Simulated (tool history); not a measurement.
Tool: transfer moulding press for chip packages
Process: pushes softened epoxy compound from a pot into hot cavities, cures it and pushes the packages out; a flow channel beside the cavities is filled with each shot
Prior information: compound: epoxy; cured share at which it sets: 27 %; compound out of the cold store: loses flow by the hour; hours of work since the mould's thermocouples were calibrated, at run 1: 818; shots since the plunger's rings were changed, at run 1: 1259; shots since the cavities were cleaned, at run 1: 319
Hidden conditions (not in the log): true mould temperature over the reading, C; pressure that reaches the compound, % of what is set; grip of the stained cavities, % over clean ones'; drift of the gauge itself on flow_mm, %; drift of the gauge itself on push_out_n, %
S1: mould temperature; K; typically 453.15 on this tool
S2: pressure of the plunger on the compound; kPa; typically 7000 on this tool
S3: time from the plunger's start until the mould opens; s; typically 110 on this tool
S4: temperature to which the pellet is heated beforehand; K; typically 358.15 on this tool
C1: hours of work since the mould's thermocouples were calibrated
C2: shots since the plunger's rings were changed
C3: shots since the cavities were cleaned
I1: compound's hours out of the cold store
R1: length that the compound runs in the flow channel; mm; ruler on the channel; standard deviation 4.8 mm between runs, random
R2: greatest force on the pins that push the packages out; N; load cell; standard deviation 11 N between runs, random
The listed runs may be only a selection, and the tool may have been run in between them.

run 1 day=0 | S1=453.15 S2=7000 S3=110 S4=358.15 | C1=818 C2=1259 C3=319 | I1=42.6 | R1=708 R2=697
-- day=1.654 cavities cleaned with cleaning compound and waxed
run 2 day=2.225 | S1=453.15 S2=7000 S3=110 S4=358.15 | C1=845 C2=1717 C3=120 | I1=21.3 | R1=781 R2=947
run 3 day=3.429 | S1=453.15 S2=7000 S3=110 S4=358.15 | C1=860 C2=1974 C3=377 | I1=14.7 | R1=818 R2=967
-- day=4.754 cavities cleaned with cleaning compound and waxed
-- day=5.171 mould's thermocouples calibrated
run 4 day=5.504 | S1=453.15 S2=7000 S3=91 S4=358.15 | C1=4 C2=2383 C3=141 | I1=13.8 | R1=800 R2=940
run 5 day=6.9 | S1=453.15 S2=7000 S3=91 S4=358.15 | C1=21 C2=2679 C3=437 | I1=22.2 | R1=767 R2=1140
-- day=7.188 cavities cleaned with cleaning compound and waxed, once more
run 6 day=8.746 | S1=453.15 S2=7000 S3=122 S4=358.15 | C1=44 C2=3058 C3=331 | I1=43 | R1=688 R2=566
-- day=10.204 cavities cleaned with cleaning compound and waxed
run 7 day=10.992 | S1=454.15 S2=7000 S3=122 S4=358.15 | C1=71 C2=3522 C3=168 | I1=45.7 | R1=664 R2=490
run 8 day=12.788 | S1=453.15 S2=7000 S3=110 S4=358.15 | C1=93 C2=3902 C3=548 | I1=27.7 | R1=733 R2=789
-- day=13.254 cavities cleaned with cleaning compound and waxed
run 9 day=13.854 | S1=453.15 S2=7000 S3=110 S4=363.15 | C1=106 C2=4116 C3=127 | I1=16.3 | R1=768 R2=609
run 10 day=15.225 | S1=448.15 S2=7000 S3=110 S4=363.15 | C1=123 C2=4407 C3=418 | I1=20.1 | R1=767 R2=1036
-- day=16.029 plunger's sealing rings changed
-- day=16.454 cavities cleaned with cleaning compound and waxed
run 11 day=16.771 | S1=458.15 S2=8270 S3=112 S4=359.15 | C1=140 C2=144 C3=68 | I1=14.9 | R1=886 R2=462
run 12 day=18.212 | S1=455.15 S2=8270 S3=112 S4=359.15 | C1=158 C2=450 C3=374 | I1=35.6 | R1=799 R2=619
-- day=19.462 cavities cleaned with cleaning compound and waxed
run 13 day=20.3 | S1=459.15 S2=7280 S3=110 S4=358.15 | C1=183 C2=880 C3=177 | I1=42.1 | R1=704 R2=478
run 14 day=22.238 | S1=459.15 S2=7280 S3=110 S4=358.15 | C1=207 C2=1292 C3=589 | I1=11.8 | R1=815 R2=617
-- day=22.492 cavities cleaned with cleaning compound and waxed
run 15 day=23.483 | S1=446.15 S2=8020 S3=124 S4=359.15 | C1=222 C2=1543 C3=211 | I1=24.3 | R1=864 R2=816
run 16 day=25.162 | S1=457.15 S2=7000 S3=110 S4=358.15 | C1=243 C2=1899 C3=567 | I1=39.7 | R1=699 R2=685
-- day=25.567 cavities cleaned with cleaning compound and waxed
run 17 day=27.267 | S1=452.15 S2=7420 S3=99 S4=350.15 | C1=268 C2=2332 C3=360 | I1=34.2 | R1=736 R2=960
-- day=28.604 cavities cleaned with cleaning compound and waxed
run 18 day=28.842 | S1=460.15 S2=8780 S3=139 S4=350.15 | C1=287 C2=2654 C3=50 | I1=32.6 | R1=782 R2=399
run 19 day=30.912 | S1=460.15 S2=8780 S3=139 S4=350.15 | C1=313 C2=3094 C3=490 | I1=43 | R1=732 R2=556

Hidden state or all else? Some run-to-run changes of R1, split into what the settings, what came in and random variation would give without the hidden state, and what is left for the hidden state (with any gauge scatter that isn't in both results):
Run 10 -> 11: S1 448.15 -> 458.15, S2 7000 -> 8270, S3 110 -> 112, S4 363.15 -> 359.15, plunger's sealing rings changed, cavities cleaned with cleaning compound and waxed. R1 +119 mm: hidden state +57, all else +62.
Run 15 -> 16: S1 446.15 -> 457.15, S2 8020 -> 7000, S3 124 -> 110, S4 359.15 -> 358.15. R1 -165 mm: hidden state -1, all else -164.
